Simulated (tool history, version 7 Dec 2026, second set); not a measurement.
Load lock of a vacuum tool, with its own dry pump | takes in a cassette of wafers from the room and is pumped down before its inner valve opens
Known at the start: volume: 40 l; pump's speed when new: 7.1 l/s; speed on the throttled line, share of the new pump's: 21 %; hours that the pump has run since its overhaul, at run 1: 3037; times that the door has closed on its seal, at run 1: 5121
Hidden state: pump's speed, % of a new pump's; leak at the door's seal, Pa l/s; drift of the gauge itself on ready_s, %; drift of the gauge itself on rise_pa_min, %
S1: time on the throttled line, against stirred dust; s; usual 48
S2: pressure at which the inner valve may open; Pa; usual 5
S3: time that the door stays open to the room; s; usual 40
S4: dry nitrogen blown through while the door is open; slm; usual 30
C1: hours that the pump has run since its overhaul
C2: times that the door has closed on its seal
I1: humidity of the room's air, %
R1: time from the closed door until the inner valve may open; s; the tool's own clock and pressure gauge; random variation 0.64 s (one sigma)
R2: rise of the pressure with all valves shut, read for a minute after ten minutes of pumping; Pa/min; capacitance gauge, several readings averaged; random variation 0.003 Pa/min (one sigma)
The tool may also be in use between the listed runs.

{"run": 1, "hour": 0.0, "S1": 48, "S2": 5, "S3": 40, "S4": 30, "C1": 3037, "C2": 5121, "I1": 44.7, "R1": 96.7, "R2": 0.08}
{"run": 2, "hour": 69.7, "S1": 48, "S2": 5, "S3": 212, "S4": 30, "C1": 3107, "C2": 5446, "I1": 44.2, "R1": 96.1, "R2": 0.136}
{"run": 3, "hour": 123.8, "S1": 48, "S2": 5, "S3": 212, "S4": 30, "C1": 3161, "C2": 5699, "I1": 43.5, "R1": 95.5, "R2": 0.136}
{"run": 4, "hour": 232.8, "S1": 48, "S2": 5, "S3": 212, "S4": 30, "C1": 3270, "C2": 6208, "I1": 43.1, "R1": 96.6, "R2": 0.148}
{"run": 5, "hour": 304.9, "S1": 48, "S2": 5, "S3": 212, "S4": 30, "C1": 3342, "C2": 6544, "I1": 47.9, "R1": 96.1, "R2": 0.154}
{"run": 6, "hour": 369.9, "S1": 48, "S2": 5, "S3": 212, "S4": 30, "C1": 3407, "C2": 6848, "I1": 43.0, "R1": 96.3, "R2": 0.153}
{"run": 7, "hour": 448.5, "S1": 48, "S2": 5, "S3": 212, "S4": 30, "C1": 3485, "C2": 7215, "I1": 47.0, "R1": 96.6, "R2": 0.164}
{"run": 8, "hour": 532.5, "S1": 48, "S2": 5, "S3": 212, "S4": 26, "C1": 3569, "C2": 7607, "I1": 49.8, "R1": 96.4, "R2": 0.182}
{"run": 9, "hour": 602.1, "S1": 48, "S2": 5, "S3": 107, "S4": 30, "C1": 3639, "C2": 7932, "I1": 48.4, "R1": 95.3, "R2": 0.15}
{"run": 10, "hour": 679.7, "S1": 48, "S2": 5, "S3": 40, "S4": 30, "C1": 3717, "C2": 8294, "I1": 46.2, "R1": 96.8, "R2": 0.124}
{"run": 11, "hour": 786.6, "S1": 48, "S2": 5, "S3": 40, "S4": 30, "C1": 3823, "C2": 8793, "I1": 43.5, "R1": 96.0, "R2": 0.135}
{"run": 12, "hour": 857.0, "S1": 48, "S2": 4, "S3": 40, "S4": 30, "C1": 3894, "C2": 9121, "I1": 45.9, "R1": 98.3, "R2": 0.138}
{"run": 13, "hour": 923.7, "S1": 48, "S2": 5, "S3": 40, "S4": 30, "C1": 3961, "C2": 9433, "I1": 45.3, "R1": 96.0, "R2": 0.138}
{"run": 14, "hour": 1024.5, "S1": 48, "S2": 5, "S3": 40, "S4": 30, "C1": 4061, "C2": 9903, "I1": 48.7, "R1": 96.5, "R2": 0.154}
{"run": 15, "hour": 1133.5, "S1": 48, "S2": 5, "S3": 40, "S4": 30, "C1": 4170, "C2": 10412, "I1": 41.4, "R1": 95.6, "R2": 0.163}
{"run": 16, "hour": 1244.1, "S1": 48, "S2": 5, "S3": 40, "S4": 30, "C1": 4281, "C2": 10928, "I1": 44.2, "R1": 97.8, "R2": 0.178}
{"run": 17, "hour": 1329.1, "S1": 48, "S2": 5, "S3": 40, "S4": 30, "C1": 4366, "C2": 11325, "I1": 46.9, "R1": 96.5, "R2": 0.179}
{"run": 18, "hour": 1434.2, "S1": 48, "S2": 5, "S3": 87, "S4": 30, "C1": 4471, "C2": 11815, "I1": 44.5, "R1": 96.7, "R2": 0.208}
{"run": 19, "hour": 1561.9, "S1": 48, "S2": 5, "S3": 87, "S4": 30, "C1": 4599, "C2": 12411, "I1": 45.7, "R1": 97.1, "R2": 0.221}
{"run": 20, "hour": 1619.4, "S1": 48, "S2": 9, "S3": 117, "S4": 30, "C1": 4656, "C2": 12680, "I1": 41.9, "R1": 92.7, "R2": 0.235}
{"run": 21, "hour": 1695.9, "S1": 59, "S2": 5, "S3": 108, "S4": 30, "C1": 4733, "C2": 13037, "I1": 46.8, "R1": 106.6, "R2": 0.247}
{"run": 22, "hour": 1791.2, "S1": 55, "S2": 5, "S3": 195, "S4": 23, "C1": 4828, "C2": 13482, "I1": 45.0, "R1": 101.6, "R2": 0.285}
{"run": 23, "hour": 1900.6, "S1": 48, "S2": 5, "S3": 40, "S4": 30, "C1": 4937, "C2": 13992, "I1": 45.0, "R1": 96.1, "R2": 0.239}
{"run": 24, "hour": 2030.0, "S1": 42, "S2": 5, "S3": 40, "S4": 11, "C1": 5067, "C2": 14596, "I1": 46.0, "R1": 92.3, "R2": 0.261}
{"run": 25, "hour": 2089.3, "S1": 42, "S2": 5, "S3": 40, "S4": 11, "C1": 5126, "C2": 14873, "I1": 45.7, "R1": 92.0, "R2": 0.274}
{"run": 26, "hour": 2186.1, "S1": 43, "S2": 4, "S3": 40, "S4": 37, "C1": 5223, "C2": 15325, "I1": 43.3, "R1": 93.6, "R2": 0.271}
{"run": 27, "hour": 2266.4, "S1": 39, "S2": 5, "S3": 40, "S4": 30, "C1": 5303, "C2": 15700, "I1": 42.7, "R1": 89.7, "R2": 0.277}
{"run": 28, "hour": 2370.6, "S1": 25, "S2": 5, "S3": 58, "S4": 30, "C1": 5407, "C2": 16186, "I1": 41.9, "R1": 79.2, "R2": 0.302}
{"run": 29, "hour": 2491.9, "S1": 82, "S2": 10, "S3": 54, "S4": 16, "C1": 5529, "C2": 16753, "I1": 41.5, "R1": 119.0, "R2": 0.322}
{"run": 30, "hour": 2611.5, "S1": 82, "S2": 10, "S3": 54, "S4": 16, "C1": 5648, "C2": 17311, "I1": 47.6, "R1": 118.9, "R2": 0.346}
{"run": 31, "hour": 2711.2, "S1": 82, "S2": 10, "S3": 54, "S4": 16, "C1": 5748, "C2": 17776, "I1": 47.5, "R1": 119.1, "R2": 0.358}
{"run": 32, "hour": 2802.4, "S1": 82, "S2": 10, "S3": 54, "S4": 6, "C1": 5839, "C2": 18202, "I1": 43.3, "R1": 119.0, "R2": 0.376}
{"run": 33, "hour": 2890.0, "S1": 82, "S2": 8, "S3": 33, "S4": 6, "C1": 5927, "C2": 18611, "I1": 47.3, "R1": 119.0, "R2": 0.38}
{"run": 34, "hour": 2956.1, "S1": 45, "S2": 4, "S3": 131, "S4": 30, "C1": 5993, "C2": 18919, "I1": 47.3, "R1": 97.0, "R2": 0.412}
{"run": 35, "hour": 3058.6, "S1": 45, "S2": 4, "S3": 131, "S4": 30, "C1": 6095, "C2": 19398, "I1": 42.4, "R1": 96.8, "R2": 0.419}
{"run": 36, "hour": 3186.2, "S1": 28, "S2": 4, "S3": 48, "S4": 30, "C1": 6223, "C2": 19993, "I1": 44.1, "R1": 83.7, "R2": 0.413}
{"run": 37, "hour": 3314.9, "S1": 32, "S2": 4, "S3": 40, "S4": 30, "C1": 6352, "C2": 20594, "I1": 44.7, "R1": 86.3, "R2": 0.427}

Hidden state or all else? Some run-to-run changes of R1, split into what the settings, what came in and random variation would give without the hidden state, and what is left for the hidden state (with any gauge scatter that isn't in both results):
Run 14 -> 15: no setting changed, nothing entered. R1 -0.9 s: hidden state +0.3, all else -1.2.
Run 20 -> 21: S1 48 -> 59, S2 9 -> 5, S3 117 -> 108. R1 +13.9 s: hidden state +0.2, all else +13.7.
Run 28 -> 29: S1 25 -> 82, S2 5 -> 10, S3 58 -> 54, S4 30 -> 16. R1 +39.8 s: hidden state -0.9, all else +40.7.
Run 33 -> 34: S1 82 -> 45, S2 8 -> 4, S3 33 -> 131, S4 6 -> 30. R1 -22.0 s: hidden state +0.8, all else -22.8.

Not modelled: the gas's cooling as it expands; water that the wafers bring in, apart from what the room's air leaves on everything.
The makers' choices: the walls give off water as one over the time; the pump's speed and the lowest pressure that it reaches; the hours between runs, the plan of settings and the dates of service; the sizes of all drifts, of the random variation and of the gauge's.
